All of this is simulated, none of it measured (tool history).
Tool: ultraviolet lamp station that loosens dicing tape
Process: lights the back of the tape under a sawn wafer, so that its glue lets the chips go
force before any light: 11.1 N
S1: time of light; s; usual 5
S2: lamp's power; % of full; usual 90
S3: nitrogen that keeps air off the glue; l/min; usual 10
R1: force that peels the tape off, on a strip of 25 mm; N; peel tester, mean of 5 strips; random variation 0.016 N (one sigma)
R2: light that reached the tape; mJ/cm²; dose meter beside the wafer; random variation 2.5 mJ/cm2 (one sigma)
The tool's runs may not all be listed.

{"run": 1, "hour": 0.0, "S1": 5, "S2": 90, "S3": 10, "R1": 0.815, "R2": 296}
{"run": 2, "hour": 10.4, "S1": 6, "S2": 90, "S3": 10, "R1": 0.546, "R2": 352}
{"run": 3, "hour": 28.5, "S1": 6, "S2": 90, "S3": 15, "R1": 0.36, "R2": 347}
{"run": 4, "hour": 43.6, "S1": 6, "S2": 90, "S3": 15, "R1": 0.349, "R2": 348}
{"run": 5, "hour": 59.3, "S1": 6, "S2": 90, "S3": 15, "R1": 0.367, "R2": 347}
{"run": 6, "hour": 78.9, "S1": 6, "S2": 90, "S3": 15, "R1": 0.37, "R2": 339}
{"run": 7, "hour": 89.5, "S1": 6, "S2": 90, "S3": 15, "R1": 0.364, "R2": 344}
{"run": 8, "hour": 102.4, "S1": 5, "S2": 82, "S3": 10, "R1": 1.119, "R2": 261}
{"run": 9, "hour": 116.5, "S1": 5, "S2": 90, "S3": 10, "R1": 0.903, "R2": 284}
{"run": 10, "hour": 136.6, "S1": 5, "S2": 67, "S3": 10, "R1": 1.644, "R2": 211}
{"run": 11, "hour": 155.2, "S1": 3, "S2": 90, "S3": 10, "R1": 2.395, "R2": 171}
{"run": 12, "hour": 174.4, "S1": 3, "S2": 90, "S3": 10, "R1": 2.407, "R2": 168}
{"run": 13, "hour": 185.8, "S1": 5, "S2": 90, "S3": 10, "R1": 0.942, "R2": 281}
{"run": 14, "hour": 194.5, "S1": 8, "S2": 90, "S3": 10, "R1": 0.286, "R2": 446}
{"run": 15, "hour": 214.9, "S1": 8, "S2": 90, "S3": 10, "R1": 0.284, "R2": 447}
{"run": 16, "hour": 234.1, "S1": 5, "S2": 90, "S3": 10, "R1": 0.957, "R2": 274}
{"run": 17, "hour": 252.6, "S1": 5, "S2": 90, "S3": 10, "R1": 0.958, "R2": 272}
{"run": 18, "hour": 262.6, "S1": 5, "S2": 90, "S3": 10, "R1": 0.981, "R2": 273}
{"run": 19, "hour": 277.3, "S1": 5, "S2": 90, "S3": 10, "R1": 0.969, "R2": 271}
{"run": 20, "hour": 295.5, "S1": 5, "S2": 90, "S3": 10, "R1": 1.023, "R2": 269}
{"run": 21, "hour": 304.1, "S1": 5, "S2": 90, "S3": 4, "R1": 2.155, "R2": 270}
{"run": 22, "hour": 319.8, "S1": 5, "S2": 90, "S3": 4, "R1": 2.2, "R2": 268}
{"run": 23, "hour": 331.7, "S1": 5, "S2": 90, "S3": 4, "R1": 2.225, "R2": 265}
{"run": 24, "hour": 348.4, "S1": 6, "S2": 97, "S3": 19, "R1": 0.302, "R2": 344}
{"run": 25, "hour": 368.0, "S1": 5, "S2": 90, "S3": 10, "R1": 1.113, "R2": 264}
{"run": 26, "hour": 387.0, "S1": 5, "S2": 87, "S3": 11, "R1": 1.068, "R2": 255}
{"run": 27, "hour": 397.8, "S1": 3, "S2": 90, "S3": 10, "R1": 2.695, "R2": 155}
{"run": 28, "hour": 410.2, "S1": 5, "S2": 90, "S3": 5, "R1": 1.988, "R2": 264}
{"run": 29, "hour": 423.8, "S1": 5, "S2": 90, "S3": 5, "R1": 1.998, "R2": 258}
{"run": 30, "hour": 436.0, "S1": 5, "S2": 90, "S3": 10, "R1": 1.1, "R2": 259}
{"run": 31, "hour": 454.4, "S1": 8, "S2": 80, "S3": 5, "R1": 0.99, "R2": 366}
{"run": 32, "hour": 468.7, "S1": 8, "S2": 61, "S3": 20, "R1": 0.502, "R2": 279}
{"run": 33, "hour": 484.0, "S1": 6, "S2": 63, "S3": 10, "R1": 1.599, "R2": 216}
{"run": 34, "hour": 502.0, "S1": 6, "S2": 63, "S3": 10, "R1": 1.619, "R2": 214}
{"run": 35, "hour": 512.2, "S1": 2, "S2": 65, "S3": 9, "R1": 5.981, "R2": 75}
{"run": 36, "hour": 524.2, "S1": 2, "S2": 65, "S3": 9, "R1": 5.875, "R2": 75}
{"run": 37, "hour": 533.0, "S1": 5, "S2": 90, "S3": 6, "R1": 1.85, "R2": 252}
{"run": 38, "hour": 541.5, "S1": 5, "S2": 90, "S3": 6, "R1": 1.85, "R2": 253}
{"run": 39, "hour": 554.1, "S1": 5, "S2": 90, "S3": 6, "R1": 1.761, "R2": 250}
{"run": 40, "hour": 574.7, "S1": 3, "S2": 60, "S3": 3, "R1": 6.415, "R2": 99}
{"run": 41, "hour": 592.9, "S1": 5, "S2": 93, "S3": 7, "R1": 1.547, "R2": 253}
{"run": 42, "hour": 612.2, "S1": 5, "S2": 93, "S3": 7, "R1": 1.541, "R2": 250}
{"run": 43, "hour": 628.9, "S1": 5, "S2": 93, "S3": 4, "R1": 2.402, "R2": 253}
{"run": 44, "hour": 643.7, "S1": 8, "S2": 93, "S3": 4, "R1": 0.984, "R2": 405}
{"run": 45, "hour": 660.6, "S1": 9, "S2": 93, "S3": 3, "R1": 1.012, "R2": 444}

Some steps in R1 between neighbouring runs. How much of each would the tool show without its hidden state too (settings, what came in, random variation), and how much is left for the hidden state, with any gauge scatter that isn't in both results?
The hidden state here: lamp's light, % of a new lamp's; light that the window lets through, % of a clean one's; drift of the gauge itself on peel_n, %; drift of the gauge itself on dose_mj_cm2, %.
Run 23 -> 24: S1 5 -> 6, S2 90 -> 97, S3 4 -> 19. R1 -1.923 N: hidden state -0.363, all else -1.560.
Run 32 -> 33: S1 8 -> 6, S2 61 -> 63, S3 20 -> 10. R1 +1.097 N: hidden state +0.301, all else +0.796.
Run 34 -> 35: S1 6 -> 2, S2 63 -> 65, S3 10 -> 9. R1 +4.362 N: hidden state +0.241, all else +4.121.
Run 39 -> 40: S1 5 -> 3, S2 90 -> 60, S3 6 -> 3. R1 +4.654 N: hidden state +0.194, all else +4.460.
Run 40 -> 41: S1 3 -> 5, S2 60 -> 93, S3 3 -> 7. R1 -4.868 N: hidden state -0.202, all else -4.666.
Run 43 -> 44: S1 5 -> 8. R1 -1.418 N: hidden state -0.337, all else -1.081.
